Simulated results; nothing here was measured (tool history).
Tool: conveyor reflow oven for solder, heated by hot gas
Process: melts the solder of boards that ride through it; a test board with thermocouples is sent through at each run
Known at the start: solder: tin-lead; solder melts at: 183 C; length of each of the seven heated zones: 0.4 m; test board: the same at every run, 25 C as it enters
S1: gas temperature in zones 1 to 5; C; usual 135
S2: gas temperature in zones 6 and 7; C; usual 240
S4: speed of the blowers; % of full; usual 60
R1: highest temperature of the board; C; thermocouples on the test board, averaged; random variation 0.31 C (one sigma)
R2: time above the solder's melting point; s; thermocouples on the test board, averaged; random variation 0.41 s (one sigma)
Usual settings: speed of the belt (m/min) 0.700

Run 1, hour 0.0: usual settings. Result: R1 214.2 C, R2 48.2 s.
Run 2, hour 13.2: usual settings. Result: R1 214.1 C, R2 47.0 s.
Run 3, hour 27.0: usual settings. Result: R1 214.4 C, R2 47.1 s.
Run 4, hour 40.0: usual settings. Result: R1 213.9 C, R2 46.2 s.
Run 5, hour 56.6: usual settings but S4 50 % of full. Result: R1 211.6 C, R2 43.9 s.
Run 6, hour 76.0: usual settings but S4 50 % of full. Result: R1 211.5 C, R2 44.0 s.
Run 7, hour 87.6: usual settings but S4 50 % of full. Result: R1 211.0 C, R2 44.3 s.
Run 8, hour 110.8: usual settings but S4 50 % of full. Result: R1 211.1 C, R2 44.8 s.
Run 9, hour 135.7: usual settings but speed of the belt (m/min) 0.832. Result: R1 206.1 C, R2 33.0 s.
At hour 141.9: belt drive overhauled, speed set with a stopwatch.
Run 10, hour 159.7: usual settings but speed of the belt (m/min) 0.832. Result: R1 206.1 C, R2 32.8 s.
Run 11, hour 170.2: usual settings but speed of the belt (m/min) 0.832. Result: R1 206.0 C, R2 32.7 s.
Run 12, hour 195.2: usual settings but speed of the belt (m/min) 0.832. Result: R1 205.9 C, R2 32.2 s.
Run 13, hour 208.4: usual settings but speed of the belt (m/min) 0.832. Result: R1 206.0 C, R2 32.2 s.
Run 14, hour 227.3: usual settings but speed of the belt (m/min) 0.832. Result: R1 206.3 C, R2 31.5 s.
Run 15, hour 241.7: usual settings but speed of the belt (m/min) 0.832. Result: R1 205.9 C, R2 31.6 s.
Run 16, hour 263.3: usual settings but speed of the belt (m/min) 0.832. Result: R1 205.8 C, R2 32.5 s.
Run 17, hour 274.9: usual settings but speed of the belt (m/min) 0.832. Result: R1 205.9 C, R2 32.0 s.
At hour 287.0: belt drive overhauled, speed set with a stopwatch, once more.
Run 18, hour 291.7: usual settings but S2 254 C, S4 65 % of full. Result: R1 225.8 C, R2 54.3 s.
Run 19, hour 302.9: usual settings but S4 57 % of full. Result: R1 212.1 C, R2 45.4 s.
At hour 321.8: flux residue cleaned out of gas plates and filters.
Run 20, hour 331.3: usual settings but S1 127 C, S2 247 C, speed of the belt (m/min) 0.795, S4 57 % of full. Result: R1 212.0 C, R2 36.5 s.
Run 21, hour 352.0: usual settings but S1 146 C, S2 249 C, speed of the belt (m/min) 0.795, S4 57 % of full. Result: R1 219.3 C, R2 46.8 s.
Run 22, hour 374.3: usual settings but S1 140 C, S2 238 C, speed of the belt (m/min) 0.668, S4 69 % of full. Result: R1 218.8 C, R2 55.7 s.
Run 23, hour 388.5: usual settings but S2 241 C, speed of the belt (m/min) 0.604, S4 56 % of full. Result: R1 220.8 C, R2 60.6 s.
Run 24, hour 404.9: usual settings but S2 241 C, speed of the belt (m/min) 0.604, S4 74 % of full. Result: R1 225.0 C, R2 63.1 s.
Run 25, hour 417.0: usual settings but S2 241 C, speed of the belt (m/min) 0.604, S4 74 % of full. Result: R1 225.1 C, R2 64.5 s.
Run 26, hour 436.5: usual settings but S1 133 C, S2 243 C, S4 55 % of full. Result: R1 215.7 C, R2 47.4 s.
Run 27, hour 457.9: usual settings but S1 130 C, S2 228 C, speed of the belt (m/min) 0.826. Result: R1 196.9 C, R2 21.6 s.
Run 28, hour 468.4: usual settings but S1 150 C, S2 251 C, speed of the belt (m/min) 0.630, S4 84 % of full. Result: R1 236.1 C, R2 73.0 s.
Run 29, hour 482.5: usual settings but S4 77 % of full. Result: R1 219.1 C, R2 50.5 s.
Run 30, hour 506.9: usual settings but speed of the belt (m/min) 0.826. Result: R1 207.5 C, R2 33.7 s.

The same runs without the tool's hidden state, with the same run-to-run variation:
The hidden state here: heat that the gas passes to the board, % of a clean oven's; belt's true speed, % of the reading; true gas temperature in zones 6 and 7 over the reading, C; drift of the gauge itself on peak_c, C; drift of the gauge itself on liquid_s, %.
run     R1    R2
  1  214.5  48.4
  2  214.5  47.2
  3  214.8  47.3
  4  214.3  46.5
  5  212.0  44.2
  6  211.9  44.4
  7  211.4  44.6
  8  211.6  45.2
  9  207.1  33.9
 10  207.1  33.7
 11  207.0  33.6
 12  207.0  33.2
 13  207.2  33.2
 14  207.5  32.6
 15  207.1  32.7
 16  207.1  33.7
 17  207.3  33.2
 18  227.5  55.5
 19  213.5  47.0
 20  211.5  36.1
 21  218.7  46.5
 22  218.1  55.3
 23  220.1  60.1
 24  224.3  62.7
 25  224.4  64.2
 26  215.3  47.1
 27  196.7  21.5
 28  235.6  72.7
 29  218.7  50.3
 30  207.4  33.7

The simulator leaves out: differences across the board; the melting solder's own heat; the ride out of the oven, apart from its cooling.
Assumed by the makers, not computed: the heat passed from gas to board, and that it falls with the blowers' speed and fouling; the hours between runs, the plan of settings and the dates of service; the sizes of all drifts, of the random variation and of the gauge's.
